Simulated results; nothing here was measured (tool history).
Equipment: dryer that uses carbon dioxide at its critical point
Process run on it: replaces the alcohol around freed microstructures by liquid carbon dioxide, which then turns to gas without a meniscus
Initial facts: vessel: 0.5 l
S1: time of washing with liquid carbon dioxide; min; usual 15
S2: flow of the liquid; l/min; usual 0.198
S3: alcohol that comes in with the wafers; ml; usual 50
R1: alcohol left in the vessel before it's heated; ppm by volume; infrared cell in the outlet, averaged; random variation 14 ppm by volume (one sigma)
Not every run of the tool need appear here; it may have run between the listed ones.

run	hour	S1	S2	S3	R1
1	0.0	15	0.198	50	1184
2	8.8	15	0.198	50	1215
3	14.3	22	0.198	50	170
4	19.6	14	0.198	50	1644
5	28.0	15	0.198	50	1262
6	32.4	15	0.198	50	1267
7	36.6	15	0.198	50	1256
8	45.2	15	0.198	50	1311
9	52.9	15	0.198	50	1283
10	57.6	15	0.198	50	1327
11	64.5	15	0.198	50	1312
12	73.5	15	0.198	50	1370
13	81.9	15	0.198	50	1407
14	88.5	15	0.198	50	1388
15	94.5	11	0.198	50	4382
16	100.3	11	0.198	50	4490
# hour 103.8: inlet filter changed
17	109.9	15	0.198	50	963
18	119.1	15	0.198	50	962
19	124.0	15	0.198	50	952
20	128.1	15	0.198	50	977
21	133.6	15	0.198	79	1585
22	140.1	15	0.198	79	1611
23	147.4	15	0.198	50	1027
24	155.4	15	0.198	50	1017
25	162.3	15	0.198	50	1060
26	166.9	15	0.198	50	1076
27	172.7	15	0.198	50	1091
28	177.9	15	0.198	50	1067
29	185.0	15	0.198	50	1120
30	189.4	11	0.158	50	7159
31	193.4	11	0.158	50	7312
32	202.9	10	0.298	114	2263
33	210.7	10	0.298	114	2243
34	220.0	10	0.298	114	2324
35	226.2	13	0.298	114	652
36	234.2	19	0.155	21	578
37	243.8	12	0.172	70	6536
38	250.9	15	0.269	35	229
39	260.1	15	0.269	35	221
40	264.9	15	0.269	35	229
41	270.1	15	0.269	35	244
42	276.4	15	0.256	33	283
43	281.2	23	0.153	20	295
44	289.4	15	0.147	20	1685
45	297.7	23	0.198	26	146
46	305.9	23	0.198	26	147

Below are 4 alternative next runs, each starting from the tool's condition after run 46. Predict each:
A	311.9	10	0.332	26	?
B	311.9	16	0.123	63	?
C	311.9	11	0.185	72	?
D	311.9	20	0.204	23	?

run	R1
A	426
B	7613
C	7412
D	194
Had the tool no hidden state, the same runs would have come out as:
run	R1
A	231
B	5994
C	5761
D	72
